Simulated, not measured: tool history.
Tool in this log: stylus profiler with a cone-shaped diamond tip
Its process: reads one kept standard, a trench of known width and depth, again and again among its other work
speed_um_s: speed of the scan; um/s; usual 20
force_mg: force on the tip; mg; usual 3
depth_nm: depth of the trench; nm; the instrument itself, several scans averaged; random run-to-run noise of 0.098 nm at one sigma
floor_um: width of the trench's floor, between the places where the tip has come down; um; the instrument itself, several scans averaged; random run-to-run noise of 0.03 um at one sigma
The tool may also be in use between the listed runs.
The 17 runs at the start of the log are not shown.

run	day	speed_um_s	force_mg	scans with this tip	hours of work since the height scale was calibrated	depth_nm	floor_um
18	57.446	21	3	525	40	202.59	47.92
19	61.071	21	3	1130	86	202.47	47.86
20	63.579	18	3	1549	118	202.54	47.78
# day 66.167: height scale calibrated on a step standard, once more
21	66.467	20	3	2027	4	202.8	47.74
22	71.442	10	3	2858	67	202.75	47.57
23	74.4	10	3.95	3353	105	203.49	47.6
24	76.592	39	2.21	3718	133	202.12	47.46
25	81.162	39	2.21	4481	192	202.35	47.35
26	85.875	20	3.82	5269	252	203.17	47.4
27	89.796	73	5.43	5923	302	204.08	47.19
28	92.646	73	5.43	6399	338	204.06	47.14
29	96.425	8	2.15	7031	387	202.05	47.13
30	101.304	26	1.23	7845	449	201.45	47.01
31	103.696	13	1.31	8245	479	201.3	47.03
32	107.333	13	1.31	8852	526	201.38	46.95
33	111.225	20	2.11	9502	576	201.74	46.94
34	115.396	17	2.74	10198	629	202	46.87
35	118.504	17	5.3	10717	668	203.49	46.85
36	121.529	21	2.83	11223	707	202.24	46.72
# day 123.329: new tip fitted, height scale calibrated
37	125.558	66	3.88	372	28	203.53	47.84
38	130.492	77	4.4	1196	91	203.38	47.73
39	132.588	77	4.4	1546	118	203.54	47.65
40	135.075	20	3	1962	150	202.7	47.75
41	137.304	42	4.84	2334	178	203.76	47.62
42	140.162	42	4.84	2811	215	203.68	47.63

Alternative continuations, all from the tool just after run 42; predict every row:
A	145.012	25	1.96	3621	277	?	?
B	145.012	24	4.84	3621	277	?	?
C	145.012	6	3	3621	277	?	?
D	145.012	53	4.84	3621	277	?	?
E	145.012	14	1.13	3621	277	?	?

run	depth_nm	floor_um
A	201.98	47.55
B	203.6	47.52
C	202.44	47.59
D	203.8	47.48
E	201.27	47.6
Had the tool no hidden state, the same runs would have come out as:
run	depth_nm	floor_um
A	202.19	48.02
B	203.81	47.99
C	202.65	48.06
D	204.01	47.95
E	201.48	48.07

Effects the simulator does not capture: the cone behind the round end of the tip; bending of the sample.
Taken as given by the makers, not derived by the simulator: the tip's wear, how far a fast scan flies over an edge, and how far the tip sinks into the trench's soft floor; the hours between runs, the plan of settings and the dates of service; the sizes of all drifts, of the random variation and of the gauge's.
